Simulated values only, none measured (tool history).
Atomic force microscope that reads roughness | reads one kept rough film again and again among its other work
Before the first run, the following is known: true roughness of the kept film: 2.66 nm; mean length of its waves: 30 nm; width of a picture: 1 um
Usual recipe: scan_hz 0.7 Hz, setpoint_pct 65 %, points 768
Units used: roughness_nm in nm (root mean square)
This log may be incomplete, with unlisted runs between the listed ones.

run,hour,scan_hz,setpoint_pct,points,roughness_nm
1,0,0.7,65,768,2.304
2,23,0.7,65,329,2.16
3,46.3,0.613,65,768,2.059
4,69,0.7,65,768,1.969
# hour 72.4: height scale calibrated on a step standard
# hour 81.3: new tip fitted
5,96.3,0.7,65,768,2.284
6,122,0.7,65,768,2.142
7,167.5,0.95,65,768,1.938
# hour 179.4: new tip fitted
8,191.5,0.7,70,296,2.253
9,211.8,0.7,70,296,2.166
10,234.8,0.7,81,768,2.029
11,265.5,0.7,79,733,1.89
# hour 276.3: new tip fitted
12,304.6,0.7,79,733,2.161

4 options for the next run, each taken on its own from the tool as it stands now. Forecast them:
# hour 348.5: height scale calibrated on a step standard, once more
A,352.9,1.21,68,343,?
# hour 348.5: height scale calibrated on a step standard, once more
B,352.9,1.644,65,768,?
# hour 348.5: height scale calibrated on a step standard, once more
C,352.9,0.7,77,320,?
# hour 348.5: height scale calibrated on a step standard, once more
D,352.9,1.07,65,768,?

run,roughness_nm
A,1.978
B,1.983
C,1.964
D,2.007
With no hidden state in the tool, these same runs would have given:
run,roughness_nm
A,2.38
B,2.383
C,2.361
D,2.414
